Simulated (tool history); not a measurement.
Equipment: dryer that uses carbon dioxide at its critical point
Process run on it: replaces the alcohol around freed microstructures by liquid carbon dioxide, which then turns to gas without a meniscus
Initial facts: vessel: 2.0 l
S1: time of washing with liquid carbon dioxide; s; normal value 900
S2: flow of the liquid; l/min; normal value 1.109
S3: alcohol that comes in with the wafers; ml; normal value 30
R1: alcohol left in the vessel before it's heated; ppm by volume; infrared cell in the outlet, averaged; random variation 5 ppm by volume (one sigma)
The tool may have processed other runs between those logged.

run   hour    S1     S2   S3    R1
  1    0.0   900  1.109   30   105
  2   12.3   900  1.109   30   100
  3   22.8   900  1.109   30   103
  4   42.7   900  1.109   30   105
  5   53.2   900  1.109   30   107
  6   73.1   900  1.640   30    71
  7   86.5   900  1.640   30    73
  8  102.9   900  0.800   30   351
  9  119.2   840  0.800   30   464
 10  138.9   900  1.109   30   142
 11  150.7   900  1.109   56   192
 12  170.2  1260  1.109   30   105
 13  180.4  1260  1.109   30    98
 14  200.4  1260  1.109   30   103
 15  214.3  1260  1.109   30   100
 16  226.2   900  1.109   30   163
 17  239.4   900  1.109   30   164
 18  253.5   900  1.109   30   163
 19  268.9   900  1.109   30   125
 20  282.2   900  1.109   30   125
 21  300.3   660  1.109   30   247
 22  319.3   660  1.109   30   271
 23  338.3  1140  1.109   30   110
 24  356.5   780  0.700  103  2204
 25  368.2   960  1.109   30   136
 26  379.3   720  1.430   81   186
 27  390.3  1320  1.109   68   112
 28  401.1  1320  1.109   68   118
 29  410.2   600  0.800   56  1765
 30  419.4   540  0.740   97  4863
 31  436.2   540  0.740   97  4933
 32  447.0   660  0.740   97  3112
 33  464.0   660  0.740   97  3167
 34  474.5   660  0.740   97  3108
 35  492.2   660  0.740   97  3216
 36  505.5   660  0.740   97  3205
 37  518.2   660  0.740   97  3244
 38  527.6   900  1.109   39   196
 39  536.0   600  1.170   62   698
 40  550.5   780  0.890  120  1353
 41  568.0   960  0.890  120   656
 42  584.1   720  1.109   79   586
 43  603.1   720  1.109   79   615
 44  621.7   960  1.170   60   205

Not shown here: 1 entry made in the log between runs. Locate each between two listed runs and compare the hidden state at the listed run before it with the hidden state at the listed run after it:
Logged between run 18 and run 19: inlet filter changed (hour 267.8)
  flow that reaches the vessel past the clogged filter, %: 84.6 -> 99.7; alcohol in the recycled carbon dioxide, ppm: 93.3 -> 95.2
  what was measured, less what the result would be without the hidden state, R1: +133 -> +89 ppm by volume
